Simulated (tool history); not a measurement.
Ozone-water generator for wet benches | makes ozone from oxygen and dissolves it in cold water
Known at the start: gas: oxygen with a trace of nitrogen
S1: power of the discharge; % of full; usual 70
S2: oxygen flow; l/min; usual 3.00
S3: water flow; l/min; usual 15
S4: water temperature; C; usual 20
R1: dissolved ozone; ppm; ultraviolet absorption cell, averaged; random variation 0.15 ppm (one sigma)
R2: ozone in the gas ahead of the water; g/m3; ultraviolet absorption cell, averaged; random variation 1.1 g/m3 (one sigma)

run     day  S1    S2  S3  S4    R1     R2
  1   0.000  70  3.00  15  20  19.0  190.4
  2   2.896  70  3.00  15  20  19.2  189.8
  3   5.838  70  3.13  15  20  19.1  186.9
  4  10.129  70  3.13  15  20  19.3  186.3
  5  13.517  70  3.13  15  20  19.6  184.8
  6  16.254  70  3.13  15  20  19.2  187.0
  7  18.833  70  2.18  15  20  17.7  212.6
  8  21.904  70  2.18  15  20  17.7  212.5
  9  26.150  70  2.76  15  20  18.9  193.8

The next listed run, before its measurement:
 10  29.854  58  2.76  22  15   ?   ?

Run 10 gave R1 12.0 ppm, R2 167.4 g/m3.
Without the tool's hidden state the same run would have given R1 12.0 ppm, R2 170.4 g/m3.

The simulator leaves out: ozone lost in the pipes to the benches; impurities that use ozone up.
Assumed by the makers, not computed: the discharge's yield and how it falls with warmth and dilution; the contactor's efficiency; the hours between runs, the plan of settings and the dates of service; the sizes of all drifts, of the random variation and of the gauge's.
